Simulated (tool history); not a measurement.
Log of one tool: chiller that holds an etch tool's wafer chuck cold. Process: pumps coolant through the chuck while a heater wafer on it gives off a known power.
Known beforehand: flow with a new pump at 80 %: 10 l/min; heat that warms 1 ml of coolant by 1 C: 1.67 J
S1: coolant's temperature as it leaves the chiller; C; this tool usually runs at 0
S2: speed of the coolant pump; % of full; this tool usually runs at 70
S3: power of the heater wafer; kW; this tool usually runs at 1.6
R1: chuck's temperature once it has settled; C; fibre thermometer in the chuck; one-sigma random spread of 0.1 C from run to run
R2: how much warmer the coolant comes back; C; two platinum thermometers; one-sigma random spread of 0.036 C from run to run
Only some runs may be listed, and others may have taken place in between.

{"run": 1, "hour": 0.0, "S1": 0, "S2": 70, "S3": 1.6, "R1": 15.1, "R2": 7.02}
{"run": 2, "hour": 102.2, "S1": 0, "S2": 70, "S3": 1.6, "R1": 15.2, "R2": 7.01}
{"run": 3, "hour": 157.4, "S1": 0, "S2": 70, "S3": 1.6, "R1": 15.3, "R2": 7.04}
{"run": 4, "hour": 242.0, "S1": 0, "S2": 70, "S3": 1.529, "R1": 14.8, "R2": 6.76}
{"run": 5, "hour": 329.1, "S1": 0, "S2": 70, "S3": 1.529, "R1": 15, "R2": 6.74}
{"run": 6, "hour": 376.4, "S1": 0, "S2": 70, "S3": 1.529, "R1": 15.1, "R2": 6.79}
{"run": 7, "hour": 466.8, "S1": 0, "S2": 70, "S3": 1.529, "R1": 15, "R2": 6.76}
{"run": 8, "hour": 539.5, "S1": 0, "S2": 86, "S3": 1.6, "R1": 13.5, "R2": 5.83}
{"run": 9, "hour": 616.2, "S1": 0, "S2": 70, "S3": 1.6, "R1": 16, "R2": 7.16}
{"run": 10, "hour": 669.0, "S1": 2, "S2": 70, "S3": 1.6, "R1": 17.9, "R2": 7.2}
{"run": 11, "hour": 773.1, "S1": 0, "S2": 70, "S3": 1.6, "R1": 16.1, "R2": 7.2}
{"run": 12, "hour": 860.8, "S1": 0, "S2": 87, "S3": 1.6, "R1": 13.5, "R2": 5.91}
{"run": 13, "hour": 928.3, "S1": 0, "S2": 70, "S3": 1.6, "R1": 16.3, "R2": 7.26}
{"hour": 934.1, "done": "chiller's thermometer calibrated"}
{"run": 14, "hour": 988.6, "S1": 0, "S2": 70, "S3": 1.996, "R1": 20.9, "R2": 9.1}
{"run": 15, "hour": 1068.4, "S1": 0, "S2": 70, "S3": 1.996, "R1": 21.1, "R2": 9.13}
{"run": 16, "hour": 1151.7, "S1": 0, "S2": 70, "S3": 1.996, "R1": 21.1, "R2": 9.17}
{"run": 17, "hour": 1220.4, "S1": 6, "S2": 65, "S3": 2.162, "R1": 30.3, "R2": 10.67}
{"run": 18, "hour": 1275.9, "S1": 6, "S2": 65, "S3": 2.162, "R1": 30.2, "R2": 10.65}
{"run": 19, "hour": 1380.6, "S1": 6, "S2": 65, "S3": 2.162, "R1": 30.3, "R2": 10.65}
{"run": 20, "hour": 1480.9, "S1": -10, "S2": 65, "S3": 2.162, "R1": 14.7, "R2": 10.76}
{"hour": 1560.0, "done": "chiller's thermometer calibrated, once more"}
{"run": 21, "hour": 1587.3, "S1": -10, "S2": 65, "S3": 2.162, "R1": 13.1, "R2": 10.84}
{"run": 22, "hour": 1677.5, "S1": -5, "S2": 70, "S3": 1.6, "R1": 11.2, "R2": 7.51}
{"run": 23, "hour": 1790.7, "S1": -9, "S2": 70, "S3": 1.6, "R1": 7.4, "R2": 7.48}
{"run": 24, "hour": 1893.5, "S1": -8, "S2": 91, "S3": 1.018, "R1": 0.4, "R2": 3.72}
{"run": 25, "hour": 2006.8, "S1": 0, "S2": 70, "S3": 1.59, "R1": 16.5, "R2": 7.52}
{"run": 26, "hour": 2085.8, "S1": -3, "S2": 97, "S3": 1.217, "R1": 6.6, "R2": 4.2}
{"run": 27, "hour": 2137.7, "S1": -3, "S2": 62, "S3": 1.217, "R1": 11, "R2": 6.52}
{"run": 28, "hour": 2231.0, "S1": -4, "S2": 89, "S3": 1.566, "R1": 9.7, "R2": 5.88}
{"run": 29, "hour": 2315.9, "S1": -4, "S2": 89, "S3": 1.566, "R1": 9.7, "R2": 5.99}
{"run": 30, "hour": 2377.0, "S1": -3, "S2": 60, "S3": 1.493, "R1": 15.1, "R2": 8.29}
{"hour": 2421.1, "done": "coolant changed, channels flushed"}
{"run": 31, "hour": 2472.1, "S1": 0, "S2": 70, "S3": 1.224, "R1": 12.4, "R2": 5.95}

How would selected steps in R1 from run to run divide? Give the signed amount a tool lacking its hidden state would still show from settings, what came in and random variation, and the signed amount left for the hidden state, including any gauge scatter that is not in both of the compared results.
Hidden state present: heat passed by the chuck's channels, % of clean ones'; flow at a given pump speed, % of a new pump's; coolant's true temperature over the reading, C; drift of the gauge itself on chuck_c, C; drift of the gauge itself on warmer_back_c, C.
Run 19 -> 20: S1 6 -> -10. R1 -15.6 C: hidden state +0.2, all else -15.8.
Run 20 -> 21: chiller's thermometer calibrated, once more. R1 -1.6 C: hidden state -1.6, all else +0.
Run 24 -> 25: S1 -8 -> 0, S2 91 -> 70, S3 1.018 -> 1.59. R1 +16.1 C: hidden state +1.5, all else +14.6.
Run 25 -> 26: S1 0 -> -3, S2 70 -> 97, S3 1.59 -> 1.217. R1 -9.9 C: hidden state -1.2, all else -8.7.
Run 30 -> 31: S1 -3 -> 0, S2 60 -> 70, S3 1.493 -> 1.224, coolant changed, channels flushed. R1 -2.7 C: hidden state -1.8, all else -0.9.
